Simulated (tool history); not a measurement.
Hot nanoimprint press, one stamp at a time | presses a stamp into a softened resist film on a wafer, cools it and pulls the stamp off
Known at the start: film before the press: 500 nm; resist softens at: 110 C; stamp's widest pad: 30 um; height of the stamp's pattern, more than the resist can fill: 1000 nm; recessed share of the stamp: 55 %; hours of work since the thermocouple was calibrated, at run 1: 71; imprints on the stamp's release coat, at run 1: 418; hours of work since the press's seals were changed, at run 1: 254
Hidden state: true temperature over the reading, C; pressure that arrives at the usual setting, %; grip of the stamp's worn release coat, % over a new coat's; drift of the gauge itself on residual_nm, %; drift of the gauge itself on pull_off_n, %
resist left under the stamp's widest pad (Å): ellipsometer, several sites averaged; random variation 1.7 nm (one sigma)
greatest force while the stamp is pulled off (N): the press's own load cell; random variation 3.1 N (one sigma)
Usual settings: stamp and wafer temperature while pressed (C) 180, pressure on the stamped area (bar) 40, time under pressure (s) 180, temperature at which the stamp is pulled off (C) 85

| run | hour | stamp and wafer temperature while pressed (C) | pressure on the stamped area (bar) | time under pressure (s) | temperature at which the stamp is pulled off (C) | hours of work since the thermocouple was calibrated | imprints on the stamp's release coat | hours of work since the press's seals were changed | resist left under the stamp's widest pad (Å) | greatest force while the stamp is pulled off (N) |
|---|---|---|---|---|---|---|---|---|---|---|
| 1 | 0 | 180 | 40 | 180 | 85 | 71 | 418 | 254 | 2782 | 175 |
| 2 | 9.8 | 180 | 40 | 180 | 85 | 77 | 438 | 260 | 2778 | 176 |
| 3 | 19.3 | 179 | 40 | 180 | 85 | 83 | 457 | 266 | 2917 | 169 |
| 4 | 24.7 | 179 | 40 | 180 | 85 | 87 | 469 | 269 | 2914 | 175 |
| 5 | 32.5 | 179 | 40 | 180 | 85 | 92 | 484 | 274 | 2911 | 179 |
| 6 | 40.5 | 181 | 40 | 180 | 85 | 97 | 501 | 279 | 2675 | 174 |
| 7 | 45 | 181 | 40 | 180 | 85 | 100 | 510 | 282 | 2690 | 179 |
| 8 | 52 | 180 | 40 | 180 | 85 | 104 | 524 | 287 | 2781 | 177 |
| 9 | 60.2 | 180 | 40 | 180 | 85 | 109 | 540 | 292 | 2786 | 180 |
| 10 | 67.1 | 180 | 40 | 180 | 85 | 114 | 554 | 296 | 2807 | 180 |
| 11 | 75.2 | 180 | 40 | 180 | 85 | 119 | 571 | 301 | 2808 | 184 |
| 12 | 79.5 | 182 | 40 | 180 | 85 | 122 | 580 | 304 | 2554 | 182 |
| 13 | 89 | 182 | 39.3 | 180 | 85 | 128 | 599 | 310 | 2581 | 183 |
| 14 | 95.1 | 182 | 39.3 | 180 | 85 | 131 | 611 | 314 | 2595 | 189 |
|  | 104.4 | stamp cleaned and given a new release coat |
| 15 | 110.2 | 180 | 40 | 106 | 84 | 137 | 12 | 320 | 3258 | 153 |
| 16 | 115.1 | 171 | 45.8 | 117 | 92 | 140 | 22 | 323 | 4054 | 121 |
| 17 | 122.5 | 171 | 45.8 | 117 | 92 | 145 | 37 | 328 | 4063 | 125 |
| 18 | 130.7 | 180 | 26.3 | 180 | 73 | 150 | 53 | 333 | 3285 | 202 |
| 19 | 136.1 | 179 | 40.1 | 121 | 85 | 154 | 64 | 336 | 3284 | 148 |
| 20 | 142.4 | 170 | 29.6 | 100 | 90 | 158 | 77 | 340 | 4550 | 143 |
| 21 | 149 | 180 | 27.2 | 97 | 85 | 162 | 90 | 344 | 3772 | 160 |
| 22 | 153.8 | 177 | 26.5 | 99 | 85 | 165 | 100 | 347 | 4072 | 160 |
| 23 | 158.5 | 182 | 26.5 | 99 | 85 | 168 | 110 | 350 | 3648 | 146 |
| 24 | 162.8 | 179 | 30.1 | 100 | 86 | 171 | 118 | 353 | 3756 | 149 |
| 25 | 169.3 | 179 | 30.1 | 100 | 86 | 175 | 132 | 357 | 3773 | 149 |
| 26 | 177.2 | 180 | 40 | 327 | 85 | 180 | 148 | 362 | 2289 | 159 |
| 27 | 181.6 | 186 | 24.9 | 171 | 80 | 183 | 157 | 365 | 2727 | 181 |
| 28 | 190.1 | 169 | 24.9 | 171 | 80 | 188 | 174 | 371 | 4440 | 172 |

Forecast each of these 5 alternatives for the next run:
| A | 197.4 | 169 | 24.9 | 138 | 80 | 193 | 188 | 375 | ? | ? |
| B | 197.4 | 169 | 40 | 180 | 82 | 193 | 188 | 375 | ? | ? |
| C | 197.4 | 180 | 50.8 | 120 | 85 | 193 | 188 | 375 | ? | ? |
| D | 197.4 | 180 | 52.1 | 106 | 85 | 193 | 188 | 375 | ? | ? |
| E | 197.4 | 178 | 61.9 | 171 | 80 | 193 | 188 | 375 | ? | ? |

| run | resist left under the stamp's widest pad (Å) | greatest force while the stamp is pulled off (N) |
|---|---|---|
| A | 4594 | 184 |
| B | 4113 | 165 |
| C | 2901 | 159 |
| D | 2987 | 163 |
| E | 2615 | 180 |
Without the tool's hidden state the same runs would have given:
| run | resist left under the stamp's widest pad (Å) | greatest force while the stamp is pulled off (N) |
|---|---|---|
| A | 4560 | 170 |
| B | 4053 | 153 |
| C | 2826 | 148 |
| D | 2911 | 152 |
| E | 2536 | 167 |
